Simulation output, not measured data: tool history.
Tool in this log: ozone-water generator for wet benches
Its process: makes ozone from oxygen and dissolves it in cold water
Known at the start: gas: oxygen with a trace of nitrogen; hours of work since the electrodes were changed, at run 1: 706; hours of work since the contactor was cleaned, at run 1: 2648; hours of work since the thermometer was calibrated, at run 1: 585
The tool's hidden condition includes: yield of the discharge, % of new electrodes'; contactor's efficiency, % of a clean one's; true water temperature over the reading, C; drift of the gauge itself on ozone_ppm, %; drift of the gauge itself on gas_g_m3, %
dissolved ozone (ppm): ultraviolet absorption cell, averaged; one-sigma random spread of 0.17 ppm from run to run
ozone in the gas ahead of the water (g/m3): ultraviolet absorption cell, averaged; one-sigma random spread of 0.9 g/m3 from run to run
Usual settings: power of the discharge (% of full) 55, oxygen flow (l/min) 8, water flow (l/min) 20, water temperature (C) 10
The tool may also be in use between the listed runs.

run,hour,power of the discharge (% of full),oxygen flow (l/min),water flow (l/min),water temperature (C),hours of work since the electrodes were changed,hours of work since the contactor was cleaned,hours of work since the thermometer was calibrated,dissolved ozone (ppm),ozone in the gas ahead of the water (g/m3)
1,0,55,8,20,10,706,2648,585,22.6,150.7
2,87.5,55,4.76,20,10,765,2707,644,21.8,197.6
3,176.8,55,4.76,20,10,825,2767,704,21.9,196.8
4,292.6,55,4.76,20,10,903,2845,782,22.1,197.3
5,362.5,55,4.76,20,10,950,2892,829,22,197.6
6,437.9,55,4.76,20,10,1001,2943,879,21.8,199.4
7,534.2,55,8,20,7,1065,3007,944,23.4,149.5
8,613.3,55,8,20,10,1119,3061,997,22.5,151.6
9,711,55,8,20,10,1184,3126,1063,22.4,148.3
10,814.4,55,8,20,11,1254,3196,1132,21.8,149.5
11,930.8,55,8,20,11,1332,3274,1211,22,149.2
12,1008,55,8,20,11,1384,3326,1263,21.9,150.7
13,1101,55,8,14,11,1447,3389,1325,28.5,149.8
14,1153.3,55,8,14,11,1482,3424,1360,28.3,149.3
15,1262.5,55,8,14,6,1555,3497,1434,31,150.2
16,1331,55,8,14,6,1601,3543,1480,31.3,150.2
17,1405,75,8,14,6,1651,3593,1529,41.1,196.2
18,1502,48,5.9,14,18,1716,3658,1595,22.8,156.4
19,1567.4,48,9.01,17,18,1760,3702,1639,19.4,124.1
20,1624.2,67,9.01,17,6,1798,3740,1677,32.1,167.8
21,1676,82,4.06,20,10,1833,3775,1712,30.9,303.3
22,1782.6,47,7.78,20,7,1905,3847,1783,20.5,132
23,1837.6,70,8.22,20,10,1942,3884,1820,28.1,183.9
24,1927.7,64,4.97,17,11,2002,3944,1881,28.8,219.7
25,2044.1,53,8.06,17,11,2081,4023,1959,24.1,144.5
26,2131,68,6.47,23,9,2139,4081,2018,24.2,203
27,2213,55,8,20,8,2194,4136,2073,23.2,149.2
28,2277.1,55,12.44,29,10,2237,4179,2116,16.5,119.4
29,2363.7,55,12.44,29,10,2296,4238,2174,16.3,119.2
# hour 2386.3: contactor cleaned
30,2433.6,54,14,17,16,2340,32,2218,20.4,109.4
31,2485.2,55,8,25,5,2375,66,2253,19.9,149.3
32,2550.5,55,8,20,8,2419,110,2297,23.2,147.7

Across each entry between runs, compare the hidden state at the last listed run before it with the hidden state at the first listed run after it:
After run 29, before run 30: contactor cleaned (hour 2386.3)
  contactor's efficiency, % of a clean one's: 99.9 -> 100

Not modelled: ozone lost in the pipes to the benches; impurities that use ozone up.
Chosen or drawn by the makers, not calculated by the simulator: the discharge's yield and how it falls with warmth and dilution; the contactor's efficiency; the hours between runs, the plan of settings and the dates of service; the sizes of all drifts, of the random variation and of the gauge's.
